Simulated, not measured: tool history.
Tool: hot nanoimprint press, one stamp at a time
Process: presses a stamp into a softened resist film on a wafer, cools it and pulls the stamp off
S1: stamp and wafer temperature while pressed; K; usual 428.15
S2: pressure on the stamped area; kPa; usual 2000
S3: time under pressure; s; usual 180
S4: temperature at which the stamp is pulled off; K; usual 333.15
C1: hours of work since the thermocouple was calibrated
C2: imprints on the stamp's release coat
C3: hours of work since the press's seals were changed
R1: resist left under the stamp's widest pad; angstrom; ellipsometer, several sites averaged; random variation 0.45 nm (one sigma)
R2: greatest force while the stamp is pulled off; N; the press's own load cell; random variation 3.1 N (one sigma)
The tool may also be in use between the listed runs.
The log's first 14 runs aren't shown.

Run 15, hour 218: usual settings but S3 125 s; C1 145; C2 176; C3 231. Result: R1 1829 angstrom, R2 148 N.
Run 16, hour 233.4: usual settings but S2 1240 kPa, S3 94 s, S4 336.15 K; C1 153; C2 238; C3 240. Result: R1 2388 angstrom, R2 137 N.
Run 17, hour 251.9: usual settings but S2 1240 kPa, S3 94 s, S4 340.15 K; C1 163; C2 312; C3 249. Result: R1 2395 angstrom, R2 129 N.
At hour 260.1: gauge calibrated.
Run 18, hour 269.6: usual settings but S2 2970 kPa, S3 248 s, S4 320.15 K; C1 172; C2 383; C3 259. Result: R1 1174 angstrom, R2 185 N.
Run 19, hour 281: usual settings but S2 2970 kPa, S3 248 s, S4 320.15 K; C1 178; C2 428; C3 265. Result: R1 1174 angstrom, R2 183 N.
Run 20, hour 299.5: usual settings but S1 430.15 K, S2 2740 kPa, S3 205 s, S4 322.15 K; C1 188; C2 502; C3 274. Result: R1 1223 angstrom, R2 173 N.
Run 21, hour 312.6: usual settings but S1 430.15 K, S2 2740 kPa, S3 205 s, S4 322.15 K; C1 195; C2 554; C3 281. Result: R1 1229 angstrom, R2 182 N.
Run 22, hour 327.8: usual settings but S1 417.15 K, S2 2260 kPa, S4 336.15 K; C1 203; C2 615; C3 289. Result: R1 2161 angstrom, R2 140 N.
Run 23, hour 347.3: usual settings but S1 430.15 K, S3 284 s; C1 213; C2 693; C3 300. Result: R1 1329 angstrom, R2 149 N.
Run 24, hour 365.9: usual settings but S3 351 s, S4 318.15 K; C1 223; C2 767; C3 310. Result: R1 1331 angstrom, R2 185 N.
Run 25, hour 376.6: usual settings but S1 430.15 K, S2 2810 kPa, S3 252 s, S4 335.15 K; C1 229; C2 810; C3 315. Result: R1 1132 angstrom, R2 146 N.
Run 26, hour 394.3: usual settings but S1 417.15 K, S2 1810 kPa, S3 252 s, S4 328.15 K; C1 238; C2 881; C3 325. Result: R1 2200 angstrom, R2 162 N.
Run 27, hour 408.7: usual settings but S1 417.15 K, S2 1810 kPa, S3 252 s, S4 328.15 K; C1 246; C2 938; C3 332. Result: R1 2206 angstrom, R2 165 N.
Run 28, hour 417.9: usual settings; C1 250; C2 975; C3 337. Result: R1 1630 angstrom, R2 151 N.
Run 29, hour 437.5: usual settings; C1 261; C2 1053; C3 347. Result: R1 1653 angstrom, R2 148 N.
Run 30, hour 448.3: usual settings; C1 267; C2 1096; C3 353. Result: R1 1653 angstrom, R2 148 N.

4 ways to go on from here, each from the tool as it stands after run 30. What would each give?
Run A, hour 464: usual settings but S3 207 s; C1 275; C2 1159; C3 361. Result: R1 ?, R2 ?.
Run B, hour 464: usual settings but S2 1570 kPa, S3 317 s, S4 327.15 K; C1 275; C2 1159; C3 361. Result: R1 ?, R2 ?.
Run C, hour 464: usual settings but S1 425.15 K, S2 2110 kPa, S4 326.15 K; C1 275; C2 1159; C3 361. Result: R1 ?, R2 ?.
Run D, hour 464: usual settings but S1 430.15 K, S4 318.15 K; C1 275; C2 1159; C3 361. Result: R1 ?, R2 ?.

run    R1   R2
  A  1590  150
  B  1591  172
  C  1771  167
  D  1554  193
Without the tool's hidden state the same runs would have given:
run    R1   R2
  A  1556  148
  B  1558  170
  C  1734  165
  D  1521  190

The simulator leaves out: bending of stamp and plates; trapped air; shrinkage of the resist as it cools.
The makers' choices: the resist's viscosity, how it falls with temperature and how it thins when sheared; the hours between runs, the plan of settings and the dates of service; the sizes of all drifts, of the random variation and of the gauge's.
